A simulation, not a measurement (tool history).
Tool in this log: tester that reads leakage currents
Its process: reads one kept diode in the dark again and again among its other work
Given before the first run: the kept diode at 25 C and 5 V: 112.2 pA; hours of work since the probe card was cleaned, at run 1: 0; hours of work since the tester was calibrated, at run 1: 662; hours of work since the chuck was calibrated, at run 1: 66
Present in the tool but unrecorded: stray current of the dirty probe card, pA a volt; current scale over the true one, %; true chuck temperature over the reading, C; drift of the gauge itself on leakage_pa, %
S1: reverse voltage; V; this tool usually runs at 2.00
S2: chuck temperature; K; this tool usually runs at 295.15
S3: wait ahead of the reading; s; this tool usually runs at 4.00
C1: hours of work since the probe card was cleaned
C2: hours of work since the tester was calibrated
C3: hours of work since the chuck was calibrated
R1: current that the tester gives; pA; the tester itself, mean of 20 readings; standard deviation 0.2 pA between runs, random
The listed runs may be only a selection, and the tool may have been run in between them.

Run 1, hour 0.0: usual settings; C1 0; C2 662; C3 66. Result: R1 61.83 pA.
Run 2, hour 20.5: usual settings but S1 4.74 V; C1 11; C2 673; C3 77. Result: R1 81.37 pA.
Run 3, hour 48.1: usual settings but S1 4.74 V; C1 26; C2 687; C3 91. Result: R1 81.40 pA.
Run 4, hour 78.5: usual settings but S1 4.74 V; C1 42; C2 703; C3 107. Result: R1 81.12 pA.
Run 5, hour 101.4: usual settings but S1 4.74 V; C1 54; C2 715; C3 119. Result: R1 80.89 pA.
Run 6, hour 117.8: usual settings but S1 4.74 V; C1 62; C2 724; C3 128. Result: R1 81.02 pA.
Run 7, hour 148.4: usual settings but S1 4.74 V, S2 314.15 K; C1 78; C2 740; C3 144. Result: R1 466.66 pA.
Run 8, hour 170.1: usual settings but S1 4.74 V, S2 314.15 K; C1 90; C2 751; C3 155. Result: R1 462.83 pA.
Run 9, hour 201.7: usual settings but S1 4.74 V, S2 314.15 K; C1 106; C2 768; C3 172. Result: R1 466.58 pA.
Run 10, hour 228.1: usual settings but S1 5.00 V, S2 296.15 K, S3 1.17 s; C1 120; C2 782; C3 186. Result: R1 91.07 pA.
Run 11, hour 256.2: usual settings but S1 4.73 V, S2 308.15 K; C1 135; C2 797; C3 201. Result: R1 270.96 pA.
Run 12, hour 277.6: usual settings but S1 1.74 V, S2 297.15 K; C1 146; C2 808; C3 212. Result: R1 71.04 pA.
Run 13, hour 307.6: usual settings but S1 1.74 V, S2 330.15 K; C1 162; C2 824; C3 228. Result: R1 1250.77 pA.
Run 14, hour 324.4: usual settings but S2 313.15 K; C1 171; C2 833; C3 237. Result: R1 319.92 pA.
Run 15, hour 346.5: usual settings but S3 0.57 s; C1 183; C2 844; C3 248. Result: R1 61.81 pA.

Selected run-to-run steps in R1, each split into two signed amounts: the part the tool would show with no hidden state at all (from settings, incoming material and random variation), and the remainder, which goes to the hidden state together with any gauge scatter not common to the measured and the hidden-state-free results:
Run 12 -> 13: S2 297.15 -> 330.15. R1 +1179.73 pA: hidden state -33.91, all else +1213.64.
